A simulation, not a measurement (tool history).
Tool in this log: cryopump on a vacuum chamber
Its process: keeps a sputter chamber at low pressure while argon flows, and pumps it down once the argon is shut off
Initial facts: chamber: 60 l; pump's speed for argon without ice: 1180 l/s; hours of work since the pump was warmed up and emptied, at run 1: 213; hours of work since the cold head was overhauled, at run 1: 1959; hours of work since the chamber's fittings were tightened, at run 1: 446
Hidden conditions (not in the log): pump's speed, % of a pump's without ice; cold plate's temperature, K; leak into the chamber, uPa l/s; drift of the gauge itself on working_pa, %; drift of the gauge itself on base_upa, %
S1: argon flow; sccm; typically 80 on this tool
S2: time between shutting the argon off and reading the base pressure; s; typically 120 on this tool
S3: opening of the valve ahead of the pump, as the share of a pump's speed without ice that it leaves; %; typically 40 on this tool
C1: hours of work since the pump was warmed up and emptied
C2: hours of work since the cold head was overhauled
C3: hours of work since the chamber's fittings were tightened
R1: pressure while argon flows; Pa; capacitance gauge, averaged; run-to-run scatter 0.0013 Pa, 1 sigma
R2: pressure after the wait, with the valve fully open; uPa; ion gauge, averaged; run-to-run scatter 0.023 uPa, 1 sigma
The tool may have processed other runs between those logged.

run	hour	S1	S2	S3	C1	C2	C3	R1	R2
1	0	80	120	40	213	1959	446	0.3218	1.99
2	107.2	79	120	40	294	2039	526	0.333	2.31
# hour 148.1: pump warmed up, emptied and cooled again
3	200.7	79	272	40	39	2106	592	0.289	1.64
4	300.6	79	272	40	114	2180	667	0.2971	1.86
5	414.3	79	272	40	199	2265	752	0.3096	2.17
6	486.5	79	272	40	253	2319	806	0.3203	2.53
# hour 582.4: pump warmed up, emptied and cooled again
7	582.4	79	272	40	0	2387	874	0.2825	2.1
8	645.8	80	120	40	47	2435	921	0.2942	2.57
9	754.5	80	120	40	129	2516	1002	0.3028	2.96
10	854.2	80	120	40	203	2590	1077	0.317	3.33
11	919.2	52	120	40	252	2639	1125	0.2094	3.53
# hour 966.1: leaking fittings of the chamber tightened, without venting
# hour 1018.3: pump warmed up, emptied and cooled again
12	1031.5	140	120	40	10	2717	45	0.5078	0.89
13	1122.1	140	95	40	78	2785	113	0.5223	1.2
14	1194.5	140	95	40	132	2839	167	0.5346	1.33
15	1282	80	38	40	197	2905	232	0.3183	2.5
16	1394.5	80	38	40	281	2989	316	0.3308	2.73
# hour 1455.9: pump warmed up, emptied and cooled again
17	1504.2	80	171	40	36	3067	395	0.2955	1.47
18	1590.3	135	171	40	100	3131	459	0.5087	1.63
19	1706.8	127	171	40	188	3218	546	0.4963	1.88
20	1755.2	80	120	34	224	3255	582	0.3685	2.23
21	1853.2	80	120	34	297	3328	655	0.3816	2.59
# hour 1891: pump warmed up, emptied and cooled again
22	1967.4	80	120	34	57	3409	737	0.346	2.26
23	2058.8	80	120	38	125	3478	805	0.3201	2.55
24	2162.7	58	49	20	203	3555	883	0.4389	3.66
25	2221.6	65	120	40	247	3599	927	0.263	3.02
26	2298.3	84	238	21	304	3657	984	0.6277	3.15
# hour 2326.7: pump warmed up, emptied and cooled again
27	2365.5	84	238	21	29	3703	1031	0.5801	2.48
28	2445.3	80	120	24	89	3763	1090	0.4858	3.07
29	2528.8	148	185	23	151	3825	1153	0.959	3.1
# hour 2536.2: leaking fittings of the chamber tightened, without venting
30	2639.6	148	39	40	232	3907	77	0.5898	2.07
31	2691.3	80	180	40	271	3945	116	0.3253	1
32	2755.3	80	111	57	319	3993	164	0.2509	1.35
# hour 2766.7: pump warmed up, emptied and cooled again
33	2858.2	80	149	46	68	4066	237	0.2624	1.22

Here are 4 independent what-if runs from the current tool condition. What would each one return?
A	2926.1	131	22	42	119	4117	288	?	?
B	2926.1	80	119	40	119	4117	288	?	?
C	2926.1	51	188	40	119	4117	288	?	?
D	2926.1	133	255	26	119	4117	288	?	?

run	R1	R2
A	0.4745	3.81
B	0.3041	1.45
C	0.1943	1.27
D	0.7638	1.2
Stripped of hidden state, with their random variation kept, the same runs would have yielded:
run	R1	R2
A	0.4467	3.15
B	0.2871	0.79
C	0.1835	0.61
D	0.7355	0.53

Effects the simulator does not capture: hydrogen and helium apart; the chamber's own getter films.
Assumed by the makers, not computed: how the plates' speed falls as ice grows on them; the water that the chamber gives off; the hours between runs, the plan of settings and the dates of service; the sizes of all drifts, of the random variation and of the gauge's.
